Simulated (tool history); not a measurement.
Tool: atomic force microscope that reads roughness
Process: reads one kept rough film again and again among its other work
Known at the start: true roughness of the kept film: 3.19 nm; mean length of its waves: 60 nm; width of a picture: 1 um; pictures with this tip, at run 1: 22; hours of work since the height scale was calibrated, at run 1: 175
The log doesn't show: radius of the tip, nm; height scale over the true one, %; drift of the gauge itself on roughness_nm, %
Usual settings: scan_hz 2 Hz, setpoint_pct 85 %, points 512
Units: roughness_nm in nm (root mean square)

| run | hour | scan_hz | setpoint_pct | points | pictures with this tip | hours of work since the height scale was calibrated | roughness_nm |
|---|---|---|---|---|---|---|---|
| 1 | 0 | 2 | 85 | 512 | 22 | 175 | 2.672 |
| 2 | 12.2 | 2 | 85 | 446 | 42 | 184 | 2.644 |
| 3 | 18.1 | 2 | 85 | 446 | 52 | 189 | 2.606 |
| 4 | 26.1 | 2 | 85 | 446 | 64 | 195 | 2.637 |
| 5 | 33.8 | 2 | 85 | 446 | 77 | 200 | 2.598 |
| 6 | 40.5 | 3.47 | 85 | 512 | 88 | 206 | 2.351 |
| 7 | 47.6 | 3.47 | 85 | 405 | 99 | 211 | 2.351 |
| 8 | 53.9 | 3.47 | 85 | 405 | 109 | 216 | 2.342 |
| 9 | 64.5 | 0.57 | 85 | 405 | 126 | 224 | 2.774 |

The next listed run, before its measurement:
|  | 65.6 | new tip fitted |
| 10 | 71.2 | 0.57 | 85 | 405 | 9 | 228 | ? |

Run 10 gave roughness_nm 2.975 nm (root mean square).
Without the tool's hidden state the same run would have given roughness_nm 2.999 nm (root mean square).

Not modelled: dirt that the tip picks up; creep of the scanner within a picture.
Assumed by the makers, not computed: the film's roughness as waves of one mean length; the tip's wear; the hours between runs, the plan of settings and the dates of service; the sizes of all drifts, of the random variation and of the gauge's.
